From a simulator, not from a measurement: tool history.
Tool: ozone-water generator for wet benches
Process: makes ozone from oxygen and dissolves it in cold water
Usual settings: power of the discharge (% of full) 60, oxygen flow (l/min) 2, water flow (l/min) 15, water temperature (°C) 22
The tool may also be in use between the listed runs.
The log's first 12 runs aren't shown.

| run | day | power of the discharge (% of full) | oxygen flow (l/min) | water flow (l/min) | water temperature (°C) | dissolved ozone (ppm) | ozone in the gas ahead of the water (g/m3) |
|---|---|---|---|---|---|---|---|
| 13 | 40.538 | 92 | 2 | 15 | 18 | 21.1 | 283 |
| 14 | 42.779 | 92 | 2 | 22 | 18 | 15.3 | 282.1 |
| 15 | 47.304 | 92 | 2 | 22 | 18 | 14.9 | 284.7 |
| 16 | 49.725 | 92 | 2 | 21 | 25 | 14.8 | 283.3 |
| 17 | 51.762 | 92 | 2 | 21 | 25 | 14.9 | 284.4 |
| 18 | 55.517 | 92 | 2 | 21 | 25 | 15 | 284.2 |
| 19 | 58.662 | 60 | 1.1 | 15 | 15 | 13.5 | 288.5 |
| 20 | 62.442 | 94 | 1.1 | 15 | 19 | 20.4 | 438.6 |
| 21 | 65.383 | 94 | 1.1 | 15 | 19 | 20.6 | 437.9 |
| 22 | 68.9 | 75 | 2 | 17 | 26 | 14.6 | 238.6 |

Forecast run 23:
| 23 | 72.183 | 60 | 2 | 17 | 14 | ? | ? |

dissolved ozone (ppm): 12.9
ozone in the gas ahead of the water (g/m3): 193
Without the tool's hidden state the same run would have given dissolved ozone (ppm) 12.9, ozone in the gas ahead of the water (g/m3) 187.8.
